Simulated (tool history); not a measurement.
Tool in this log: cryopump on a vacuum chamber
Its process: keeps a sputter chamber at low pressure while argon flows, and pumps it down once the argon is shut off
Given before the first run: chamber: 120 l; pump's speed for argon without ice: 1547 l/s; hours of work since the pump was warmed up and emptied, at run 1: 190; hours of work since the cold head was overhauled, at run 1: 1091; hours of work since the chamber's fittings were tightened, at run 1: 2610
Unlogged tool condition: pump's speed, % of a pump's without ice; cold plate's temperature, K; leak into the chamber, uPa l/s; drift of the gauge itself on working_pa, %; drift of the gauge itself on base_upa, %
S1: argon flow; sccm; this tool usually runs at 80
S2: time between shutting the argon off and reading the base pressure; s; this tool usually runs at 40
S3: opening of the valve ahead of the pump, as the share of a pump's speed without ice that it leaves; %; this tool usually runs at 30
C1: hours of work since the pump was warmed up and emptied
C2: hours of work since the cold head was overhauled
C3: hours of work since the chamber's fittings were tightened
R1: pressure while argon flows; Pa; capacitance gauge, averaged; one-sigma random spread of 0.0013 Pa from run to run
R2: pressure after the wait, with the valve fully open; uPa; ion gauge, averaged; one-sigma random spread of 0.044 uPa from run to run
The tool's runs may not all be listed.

run,day,S1,S2,S3,C1,C2,C3,R1,R2
1,0,80,40,30,190,1091,2610,0.3008,3.28
2,1.558,80,40,30,206,1108,2626,0.2962,3.2
3,3.612,80,40,30,228,1129,2648,0.296,3.27
4,4.871,80,40,30,241,1142,2661,0.3013,3.44
5,6.058,80,40,30,253,1155,2674,0.2986,3.33
6,8.629,37,196,42,280,1182,2701,0.1001,1.39
7,10.488,114,127,30,300,1201,2720,0.43,1.64
8,12.179,47,127,30,318,1219,2738,0.1761,1.65
9,13.342,84,167,24,330,1231,2750,0.3946,1.52
10,15.312,84,167,24,351,1252,2771,0.394,1.56

5 ways to go on from here, each from the tool as it stands after run 10. What would each give?
A,18.062,104,240,29,380,1281,2800,?,?
B,18.062,115,271,42,380,1281,2800,?,?
C,18.062,94,172,17,380,1281,2800,?,?
D,18.062,84,167,22,380,1281,2800,?,?
E,18.062,157,109,16,380,1281,2800,?,?

run,R1,R2
A,0.4079,1.37
B,0.3156,1.33
C,0.6211,1.54
D,0.4316,1.55
E,1.1008,1.87
Without the tool's hidden state the same runs would have given:
run,R1,R2
A,0.3918,0.61
B,0.2978,0.57
C,0.6065,0.77
D,0.4186,0.79
E,1.0765,1.09
